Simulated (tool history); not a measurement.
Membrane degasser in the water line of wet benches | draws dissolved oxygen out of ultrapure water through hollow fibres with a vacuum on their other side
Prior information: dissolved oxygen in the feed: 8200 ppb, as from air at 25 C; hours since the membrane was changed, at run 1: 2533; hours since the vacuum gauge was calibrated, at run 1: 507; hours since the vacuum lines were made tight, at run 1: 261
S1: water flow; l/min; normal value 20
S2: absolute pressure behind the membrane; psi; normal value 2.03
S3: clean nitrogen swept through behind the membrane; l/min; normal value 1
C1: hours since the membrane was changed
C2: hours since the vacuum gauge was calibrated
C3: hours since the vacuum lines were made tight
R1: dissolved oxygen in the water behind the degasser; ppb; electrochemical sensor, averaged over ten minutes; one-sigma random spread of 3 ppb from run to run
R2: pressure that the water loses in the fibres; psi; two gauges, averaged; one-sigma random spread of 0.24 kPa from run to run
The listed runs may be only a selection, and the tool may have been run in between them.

run	hour	S1	S2	S3	C1	C2	C3	R1	R2
1	0	20	2.03	1	2533	507	261	463.8	9.625
2	99.3	20	1.28	1	2633	606	360	253.1	9.615
3	250.8	20	1.28	1	2784	758	512	251.6	9.719
4	408.8	20	1.28	1	2942	916	670	252.9	9.787
5	494.6	20	1.28	1	3028	1002	756	254.8	9.735
6	640	20	2.29	1	3173	1147	901	546.4	9.774
7	789.5	20	2.29	1	3323	1297	1051	549	9.752
8	914.9	13	2.03	1	3448	1422	1176	318.6	6.366
9	1022.3	13	2.03	1	3556	1529	1283	319.8	6.414
10	1166.1	13	2.03	1	3699	1673	1427	321.8	6.395
11	1287.8	13	2.03	1	3821	1795	1549	319.4	6.405
12	1397	13	2.03	1	3930	1904	1658	321.1	6.482
13	1471.3	13	2.03	0.47	4005	1978	1732	605.1	6.44
14	1616.4	13	2.03	0.47	4150	2123	1877	606.2	6.459
15	1737.7	13	2.03	0.47	4271	2245	1999	602.1	6.457
16	1878.4	20	2.03	1	4412	2385	2139	474	9.954
17	2002.9	20	2.03	1	4536	2510	2264	472.6	10.025
18	2123.1	12	2.61	0.8	4657	2630	2384	493	6.016
# hour 2134.5: vacuum gauge calibrated
19	2273	12	2.61	0.8	4806	138	2534	494	5.978
20	2343.7	20	2.03	0.84	4877	209	2604	552	9.989
21	2471.1	20	2.03	0.84	5004	337	2732	554.9	10.055
22	2603.6	20	4.8	0.84	5136	469	2864	1354.2	9.98
# hour 2692.6: seals of the vacuum lines changed
23	2724.3	28	2.64	0.9	5255	588	32	952.7	14.041
# hour 2771.7: vacuum gauge calibrated, once more
24	2844.5	32	2.03	2.27	5375	73	151	414.6	16.122
25	2993.9	17	1.93	2.27	5524	222	301	180.4	8.559
26	3139.9	17	1.93	2.27	5670	368	447	181.8	8.649
27	3260.9	19	1.93	0.84	5791	489	568	492.5	9.617
28	3354.6	19	1.93	0.84	5885	583	661	489.4	9.625
29	3496	19	1.93	0.84	6026	724	803	484.4	9.664
30	3579.8	26	2.03	1	6110	808	887	605.5	13.226
31	3672.5	26	2.03	1	6203	901	979	610.3	13.271

Here are 3 independent what-if runs from the current tool condition. What would each one return?
A	3825.8	20	2.03	2.76	6356	1054	1133	?	?
B	3825.8	25	2.03	1.29	6356	1054	1133	?	?
C	3825.8	18	2.03	1.11	6356	1054	1133	?	?

run	R1	R2
A	196.5	10.135
B	479.5	12.775
C	390.3	9.204
The same runs, with their run-to-run variation unchanged, on a tool lacking any hidden condition would have given:
run	R1	R2
A	189.6	9.266
B	463.8	11.684
C	383.9	8.421
